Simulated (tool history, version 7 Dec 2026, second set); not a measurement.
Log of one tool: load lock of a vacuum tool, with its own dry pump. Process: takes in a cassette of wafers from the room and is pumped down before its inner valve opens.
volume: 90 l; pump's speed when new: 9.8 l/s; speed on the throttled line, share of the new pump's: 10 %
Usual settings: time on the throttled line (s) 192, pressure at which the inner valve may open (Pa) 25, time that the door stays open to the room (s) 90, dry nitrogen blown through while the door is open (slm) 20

run     hour  time on the throttled line (s)  pressure at which the inner valve may open (Pa)  time that the door stays open to the room (s)  dry nitrogen blown through while the door is open (slm)  incoming humidity of the room's air, %  time from the closed door until the inner valve may open (s)  rise of the pressure with all valves shut (Pa/min)
  1      0.0                             192                                               25                                             90                                                       20                                    45.9                                                         250.2                                               0.057
  2    348.3                             192                                               25                                             90                                                       20                                    44.7                                                         250.7                                               0.065
  3    964.7                             192                                               25                                             90                                                       20                                    46.2                                                         251.2                                               0.069
  4   1594.4                             192                                               25                                             90                                                       20                                    48.6                                                         250.1                                               0.071
  5   2057.8                             192                                               25                                             90                                                       20                                    46.4                                                         251.8                                               0.081
  6   2328.8                             192                                               25                                             90                                                       20                                    45.2                                                         251.6                                               0.073
  7   2675.6                             192                                               25                                             90                                                       20                                    45.0                                                         251.9                                               0.085
  8   3227.6                             192                                               25                                             90                                                       20                                    44.9                                                         253.7                                               0.087
  9   3490.9                             192                                               25                                             90                                                       20                                    45.5                                                         252.1                                               0.089
 10   3998.8                             192                                               25                                             90                                                       27                                    45.5                                                         254.6                                               0.093
 11   4461.1                             192                                               25                                             90                                                       20                                    44.4                                                         254.3                                               0.101
 12   4873.1                             192                                               25                                             90                                                       20                                    46.0                                                         253.7                                               0.104
 13   5455.7                             192                                               25                                             90                                                       31                                    42.8                                                         253.9                                               0.101
 14   5718.1                             192                                               25                                             90                                                       20                                    46.5                                                         253.6                                               0.112
 15   6290.3                             126                                               30                                             92                                                       33                                    45.3                                                         192.9                                               0.114
 16   6546.5                             130                                               20                                             90                                                       20                                    46.1                                                         203.2                                               0.119
 17   6941.4                             161                                               39                                             79                                                       20                                    39.0                                                         222.9                                               0.116
 18   7425.5                             192                                               46                                             90                                                       20                                    44.8                                                         249.7                                               0.133
 19   7969.8                             125                                               45                                             38                                                       44                                    47.9                                                         191.0                                               0.107
 20   8357.2                             125                                               31                                             38                                                       44                                    46.2                                                         196.3                                               0.119
 21   8917.7                             125                                               31                                             44                                                       44                                    45.5                                                         196.2                                               0.130
 22   9348.8                             125                                               31                                             44                                                       44                                    43.7                                                         196.5                                               0.134
 23   9731.4                             125                                               31                                             44                                                       44                                    42.7                                                         196.2                                               0.139
 24  10355.1                             192                                               25                                             66                                                        9                                    43.4                                                         257.7                                               0.177
 25  10741.7                             213                                               25                                             66                                                        4                                    44.8                                                         275.0                                               0.200
 26  11063.2                             213                                               25                                             66                                                        4                                    41.8                                                         277.0                                               0.191
 27  11613.9                             193                                               19                                             66                                                        4                                    47.8                                                         261.6                                               0.208
 28  11906.0                             221                                               46                                             90                                                        8                                    46.2                                                         279.0                                               0.218

Forecast each of these 4 alternatives for the next run:
  A  12488.7                             271                                               25                                            171                                                       24                                    42.5                                                             ?                                                   ?
  B  12488.7                             154                                               25                                             97                                                       10                                    44.2                                                             ?                                                   ?
  C  12488.7                             221                                               34                                             49                                                       13                                    43.9                                                             ?                                                   ?
  D  12488.7                             151                                               20                                             90                                                       25                                    47.8                                                             ?                                                   ?

run  time from the closed door until the inner valve may open (s)  rise of the pressure with all valves shut (Pa/min)
  A                                                         330.5                                               0.226
  B                                                         225.2                                               0.231
  C                                                         281.1                                               0.196
  D                                                         226.5                                               0.208
Without the tool's hidden state the same runs would have given:
run  time from the closed door until the inner valve may open (s)  rise of the pressure with all valves shut (Pa/min)
  A                                                         321.1                                               0.059
  B                                                         213.6                                               0.065
  C                                                         271.4                                               0.034
  D                                                         214.5                                               0.044

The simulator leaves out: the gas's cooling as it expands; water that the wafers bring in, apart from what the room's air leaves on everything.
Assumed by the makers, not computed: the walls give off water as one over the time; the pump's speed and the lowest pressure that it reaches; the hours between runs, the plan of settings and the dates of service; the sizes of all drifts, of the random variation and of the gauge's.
